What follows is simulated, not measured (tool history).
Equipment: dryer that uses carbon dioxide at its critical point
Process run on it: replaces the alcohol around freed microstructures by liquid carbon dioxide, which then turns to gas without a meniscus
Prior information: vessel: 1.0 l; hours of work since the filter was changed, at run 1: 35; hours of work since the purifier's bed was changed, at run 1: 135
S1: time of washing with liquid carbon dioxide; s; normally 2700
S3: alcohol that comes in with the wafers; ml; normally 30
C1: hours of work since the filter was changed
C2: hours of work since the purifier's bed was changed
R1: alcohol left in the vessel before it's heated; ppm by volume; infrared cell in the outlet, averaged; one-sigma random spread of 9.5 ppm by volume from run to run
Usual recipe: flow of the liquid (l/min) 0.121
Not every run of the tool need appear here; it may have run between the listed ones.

run 1 day=0 | S1=2700 flow_of_the_liquid_(l/min)=0.121 S3=30 | C1=35 C2=135 | R1=626
run 2 day=1.458 | S1=2700 flow_of_the_liquid_(l/min)=0.091 S3=30 | C1=50 C2=150 | R1=1513
run 3 day=2.971 | S1=2700 flow_of_the_liquid_(l/min)=0.091 S3=30 | C1=65 C2=166 | R1=1606
run 4 day=3.888 | S1=2700 flow_of_the_liquid_(l/min)=0.091 S3=30 | C1=75 C2=175 | R1=1574
run 5 day=5.138 | S1=2700 flow_of_the_liquid_(l/min)=0.121 S3=58 | C1=87 C2=188 | R1=1213
run 6 day=5.946 | S1=2700 flow_of_the_liquid_(l/min)=0.121 S3=58 | C1=95 C2=196 | R1=1225
run 7 day=7.096 | S1=2700 flow_of_the_liquid_(l/min)=0.121 S3=30 | C1=107 C2=208 | R1=674
run 8 day=7.862 | S1=2700 flow_of_the_liquid_(l/min)=0.151 S3=30 | C1=115 C2=215 | R1=294
run 9 day=8.642 | S1=2700 flow_of_the_liquid_(l/min)=0.174 S3=30 | C1=123 C2=223 | R1=175
run 10 day=10.204 | S1=3300 flow_of_the_liquid_(l/min)=0.121 S3=80 | C1=139 C2=239 | R1=800
run 11 day=11.875 | S1=3300 flow_of_the_liquid_(l/min)=0.121 S3=80 | C1=156 C2=256 | R1=854
run 12 day=13.146 | S1=2040 flow_of_the_liquid_(l/min)=0.075 S3=43 | C1=169 C2=269 | R1=7210
run 13 day=14.504 | S1=2760 flow_of_the_liquid_(l/min)=0.121 S3=30 | C1=182 C2=283 | R1=715
run 14 day=15.979 | S1=3180 flow_of_the_liquid_(l/min)=0.146 S3=87 | C1=197 C2=298 | R1=514
run 15 day=17.558 | S1=2640 flow_of_the_liquid_(l/min)=0.077 S3=30 | C1=213 C2=314 | R1=2973
run 16 day=18.871 | S1=2760 flow_of_the_liquid_(l/min)=0.151 S3=27 | C1=227 C2=327 | R1=315
run 17 day=20.004 | S1=3480 flow_of_the_liquid_(l/min)=0.151 S3=54 | C1=238 C2=339 | R1=222
run 18 day=20.925 | S1=3480 flow_of_the_liquid_(l/min)=0.151 S3=54 | C1=248 C2=348 | R1=229

3 options for the next run, each taken on its own from the tool as it stands now. Forecast them:
run A day=22.138 | S1=3480 flow_of_the_liquid_(l/min)=0.153 S3=54 | C1=260 C2=360 | R1=?
run B day=22.138 | S1=3120 flow_of_the_liquid_(l/min)=0.182 S3=74 | C1=260 C2=360 | R1=?
run C day=22.138 | S1=3480 flow_of_the_liquid_(l/min)=0.151 S3=71 | C1=260 C2=360 | R1=?

run=A R1=220
run=B R1=219
run=C R1=291
Had the tool no hidden state, the same runs would have come out as:
run=A R1=78
run=B R1=76
run=C R1=120
